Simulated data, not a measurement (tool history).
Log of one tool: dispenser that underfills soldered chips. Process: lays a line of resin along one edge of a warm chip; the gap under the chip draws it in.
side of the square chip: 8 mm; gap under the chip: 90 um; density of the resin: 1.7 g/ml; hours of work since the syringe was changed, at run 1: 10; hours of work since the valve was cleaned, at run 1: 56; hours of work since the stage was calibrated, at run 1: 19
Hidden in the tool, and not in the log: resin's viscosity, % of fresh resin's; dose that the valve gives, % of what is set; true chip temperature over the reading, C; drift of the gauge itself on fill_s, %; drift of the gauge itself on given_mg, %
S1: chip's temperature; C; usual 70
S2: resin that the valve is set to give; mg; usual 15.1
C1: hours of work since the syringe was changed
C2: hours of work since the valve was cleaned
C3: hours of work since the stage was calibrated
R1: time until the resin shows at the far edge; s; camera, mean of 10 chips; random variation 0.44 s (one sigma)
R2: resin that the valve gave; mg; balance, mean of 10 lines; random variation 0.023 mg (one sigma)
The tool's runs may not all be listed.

| run | day | S1 | S2 | C1 | C2 | C3 | R1 | R2 |
|---|---|---|---|---|---|---|---|---|
| 1 | 0.000 | 70 | 15.1 | 10 | 56 | 19 | 65.0 | 14.82 |
|  | 0.092 | new syringe of resin |
| 2 | 0.162 | 70 | 15.1 | 1 | 59 | 22 | 34.7 | 14.82 |
| 3 | 0.300 | 70 | 15.1 | 4 | 61 | 24 | 40.8 | 14.84 |
| 4 | 0.512 | 70 | 15.1 | 8 | 65 | 28 | 55.0 | 14.81 |
|  | 0.738 | new syringe of resin |
| 5 | 0.796 | 70 | 15.1 | 1 | 70 | 33 | 34.0 | 14.81 |
| 6 | 0.929 | 70 | 15.1 | 3 | 72 | 36 | 41.0 | 14.77 |
| 7 | 1.133 | 70 | 15.1 | 7 | 76 | 39 | 51.8 | 14.75 |
| 8 | 1.292 | 70 | 15.1 | 10 | 79 | 42 | 63.3 | 14.74 |
|  | 1.379 | new syringe of resin |
| 9 | 1.571 | 70 | 15.1 | 3 | 84 | 47 | 39.1 | 14.74 |
|  | 1.683 | dispensing valve cleaned and set on the balance |
| 10 | 1.838 | 84 | 15.1 | 8 | 3 | 51 | 27.3 | 15.07 |
|  | 2.062 | new syringe of resin |
| 11 | 2.075 | 84 | 15.1 | 0 | 7 | 55 | 17.3 | 15.10 |
| 12 | 2.329 | 84 | 15.1 | 5 | 11 | 60 | 23.5 | 15.06 |
| 13 | 2.508 | 84 | 15.1 | 8 | 15 | 63 | 30.2 | 15.06 |
|  | 2.700 | new syringe of resin |
| 14 | 2.712 | 84 | 15.1 | 0 | 18 | 66 | 17.4 | 15.05 |
| 15 | 2.979 | 84 | 15.1 | 5 | 23 | 71 | 24.4 | 14.96 |
| 16 | 3.250 | 84 | 15.1 | 10 | 28 | 76 | 33.9 | 14.97 |
|  | 3.338 | new syringe of resin |
| 17 | 3.438 | 84 | 15.1 | 2 | 31 | 79 | 20.0 | 14.95 |
| 18 | 3.562 | 84 | 15.1 | 4 | 33 | 82 | 23.2 | 14.99 |
| 19 | 3.696 | 75 | 15.8 | 7 | 36 | 84 | 39.0 | 15.64 |
| 20 | 3.817 | 62 | 14.1 | 9 | 38 | 86 | 84.5 | 13.95 |
|  | 3.971 | new syringe of resin |
| 21 | 4.096 | 62 | 14.1 | 2 | 43 | 91 | 53.9 | 13.90 |
| 22 | 4.358 | 71 | 15.0 | 7 | 47 | 96 | 48.6 | 14.77 |
| 23 | 4.475 | 78 | 16.7 | 9 | 50 | 98 | 41.8 | 16.47 |
|  | 4.608 | new syringe of resin |
| 24 | 4.712 | 78 | 16.7 | 2 | 54 | 102 | 24.8 | 16.42 |
| 25 | 4.917 | 56 | 14.2 | 6 | 57 | 106 | 92.0 | 13.98 |
| 26 | 5.150 | 56 | 14.2 | 10 | 62 | 110 | 124.2 | 13.93 |
|  | 5.246 | new syringe of resin |
| 27 | 5.354 | 82 | 19.5 | 2 | 65 | 113 | 21.0 | 19.10 |
| 28 | 5.588 | 56 | 16.9 | 6 | 69 | 117 | 91.8 | 16.53 |
| 29 | 5.829 | 58 | 19.5 | 11 | 74 | 122 | 111.7 | 19.08 |
|  | 5.875 | new syringe of resin |
| 30 | 6.075 | 58 | 16.1 | 4 | 78 | 126 | 69.3 | 15.69 |
| 31 | 6.304 | 72 | 14.4 | 8 | 82 | 130 | 49.5 | 14.03 |
|  | 6.508 | dispensing valve cleaned and set on the balance |
|  | 6.554 | new syringe of resin |
| 32 | 6.583 | 60 | 17.3 | 1 | 1 | 134 | 51.3 | 17.31 |
| 33 | 6.779 | 74 | 17.6 | 4 | 5 | 138 | 34.1 | 17.57 |
| 34 | 6.967 | 72 | 17.3 | 7 | 8 | 141 | 47.0 | 17.26 |
|  | 7.183 | new syringe of resin |
| 35 | 7.183 | 83 | 14.8 | 0 | 12 | 145 | 17.6 | 14.77 |
| 36 | 7.438 | 76 | 19.0 | 5 | 16 | 150 | 32.4 | 18.86 |

Hidden state or all else? Some run-to-run changes of R1, split into what the settings, what came in and random variation would give without the hidden state, and what is left for the hidden state (with any gauge scatter that isn't in both results):
Run 24 -> 25: S1 78 -> 56, S2 16.7 -> 14.2. R1 +67.2 s: hidden state +26.4, all else +40.8.
Run 25 -> 26: no setting changed, nothing entered. R1 +32.2 s: hidden state +31.8, all else +0.4.
Run 26 -> 27: S1 56 -> 82, S2 14.2 -> 19.5, new syringe of resin. R1 -103.2 s: hidden state -58.5, all else -44.7.
Run 27 -> 28: S1 82 -> 56, S2 19.5 -> 16.9. R1 +70.8 s: hidden state +29.3, all else +41.5.
Run 29 -> 30: S2 19.5 -> 16.1, new syringe of resin. R1 -42.4 s: hidden state -43.6, all else +1.2.
